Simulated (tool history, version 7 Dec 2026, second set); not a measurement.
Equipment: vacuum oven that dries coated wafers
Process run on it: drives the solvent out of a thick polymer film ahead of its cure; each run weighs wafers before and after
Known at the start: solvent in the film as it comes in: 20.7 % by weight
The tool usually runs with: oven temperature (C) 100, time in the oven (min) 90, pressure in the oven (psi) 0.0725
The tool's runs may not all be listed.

run,hour,oven temperature (C),time in the oven (min),pressure in the oven (psi),solvent left in the film (%)
1,0,100,90,0.0725,2.08
2,70.7,100,90,0.0725,2.19
# hour 144.6: vacuum gauge cleaned of residue and calibrated
3,168.2,104,90,0.0725,1.45
4,257.8,104,90,0.0725,1.39
5,354.6,104,90,0.0725,1.43
6,399.1,104,90,0.0725,1.46
7,463.6,104,90,0.0725,1.48
8,525.8,104,90,0.0725,1.53
9,588.6,104,90,0.0725,1.46
10,678.5,104,90,0.0725,1.5
11,775,104,90,0.0725,1.52
12,838.6,100,90,0.0725,2.24
13,891.4,100,90,0.0725,2.2
14,941.8,100,90,0.0725,2.26
15,999.1,100,90,0.0725,2.25
16,1097.8,89,90,0.0725,5.12
17,1155.5,100,52,0.0725,5.18
# hour 1166.8: oven's thermocouples calibrated
18,1258,100,90,0.1189,2.47
19,1354.3,100,90,0.1189,2.59
20,1428.9,100,90,0.1848,2.73
# hour 1461.2: oven's thermocouples calibrated, once more
21,1483,100,90,0.1848,2.35
22,1537.8,100,90,0.1848,2.3
23,1633,89,90,0.2709,5.46
24,1733.9,99,90,0.0963,2.34
25,1817.5,99,90,0.0963,2.38
26,1904.4,99,90,0.0666,2.31
27,1970.2,90,129,0.0466,2.76
28,2018.7,100,90,0.0396,2.13
29,2080.4,94,90,0.1948,3.94
30,2138.9,94,90,0.1948,3.9
31,2202.8,94,90,0.1948,3.87
32,2261.7,94,90,0.1948,3.9
33,2361.6,113,90,0.1751,0.76
34,2428.8,101,54,0.086,4.74
35,2481.6,101,54,0.086,4.68
36,2564.3,101,49,0.0458,5.3
# hour 2633.7: vacuum gauge cleaned of residue and calibrated
37,2663.2,92,156,0.0766,1.53
38,2726.4,92,156,0.0766,1.69
39,2789.7,111,82,0.2872,1.22
40,2859.4,111,82,0.2872,1.31
41,2960.1,111,90,0.1298,0.86

Branching from run 41: 3 alternative next runs. What would each branch give?
A,3017.5,111,90,0.0534,?
B,3017.5,105,90,0.1118,?
C,3017.5,106,140,0.0912,?

run,solvent left in the film (%)
A,0.73
B,1.58
C,0.47
Without the tool's hidden state the same runs would have given:
run,solvent left in the film (%)
A,0.58
B,1.34
C,0.37
